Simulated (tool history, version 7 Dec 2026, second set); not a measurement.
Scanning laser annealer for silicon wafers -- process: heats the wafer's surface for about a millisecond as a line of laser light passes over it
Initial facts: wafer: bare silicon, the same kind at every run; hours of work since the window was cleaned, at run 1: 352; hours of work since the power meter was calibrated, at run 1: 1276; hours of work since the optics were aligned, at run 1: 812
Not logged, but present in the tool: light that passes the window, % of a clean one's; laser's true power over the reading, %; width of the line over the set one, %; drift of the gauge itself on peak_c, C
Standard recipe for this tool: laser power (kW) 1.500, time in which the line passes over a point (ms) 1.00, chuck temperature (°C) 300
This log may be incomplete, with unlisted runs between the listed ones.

run	hour	laser power (kW)	time in which the line passes over a point (ms)	chuck temperature (°C)	hours of work since the window was cleaned	hours of work since the power meter was calibrated	hours of work since the optics were aligned	highest temperature of the surface (°C)
1	0.0	1.500	1.00	300	352	1276	812	1137
# hour 30.7: window over the wafer cleaned
2	72.0	1.500	1.00	300	19	1309	845	1140
3	155.3	1.500	1.00	300	58	1348	884	1138
4	245.6	1.500	1.00	300	100	1390	926	1140
5	298.2	1.500	1.00	322	124	1414	950	1159
6	356.0	1.500	1.00	322	151	1441	977	1163
# hour 409.7: optics aligned, line set to its width
7	416.4	1.500	1.00	322	177	1467	3	1159
8	499.9	1.500	1.00	300	216	1505	42	1141
9	554.0	1.500	1.00	300	241	1530	67	1141
10	597.6	1.500	1.00	300	261	1551	87	1137
11	647.7	1.500	1.00	279	284	1574	111	1121
12	700.9	1.500	0.73	300	309	1599	135	1024
13	794.9	1.500	0.73	300	353	1642	179	1027
# hour 823.6: window over the wafer cleaned
14	858.8	1.500	1.00	300	16	1671	208	1139
15	919.1	1.500	1.00	300	44	1699	236	1139
16	967.4	1.500	1.00	300	67	1722	258	1141
17	1043.7	1.500	1.00	270	102	1757	294	1108
18	1096.5	1.500	1.00	270	127	1782	318	1108
19	1185.8	1.500	1.00	270	168	1823	360	1110
20	1266.4	1.530	0.87	314	206	1861	397	1114
21	1304.6	1.456	0.88	317	223	1878	415	1085
22	1383.4	1.500	0.88	270	260	1915	451	1063
23	1441.4	1.387	0.78	270	287	1942	478	968
24	1521.3	1.609	0.97	290	324	1979	516	1172
25	1604.1	1.332	1.00	300	363	2017	554	1051
# hour 1610.6: window over the wafer cleaned
26	1676.9	1.500	1.00	268	31	2050	587	1107
27	1752.1	1.338	0.79	331	66	2085	622	1009

Hidden state at the last listed run before each entry between runs and at the first one after, where it differs:
After run 1, before run 2: window over the wafer cleaned (hour 30.7)
  light that passes the window, % of a clean one's: 99.92 -> 99.99
After run 6, before run 7: optics aligned, line set to its width (hour 409.7)
  light that passes the window, % of a clean one's: 99.96 -> 99.95; width of the line over the set one, %: 0.07 -> 0
After run 13, before run 14: window over the wafer cleaned (hour 823.6)
  light that passes the window, % of a clean one's: 99.91 -> 99.99
After run 25, before run 26: window over the wafer cleaned (hour 1610.6)
  light that passes the window, % of a clean one's: 99.91 -> 99.98
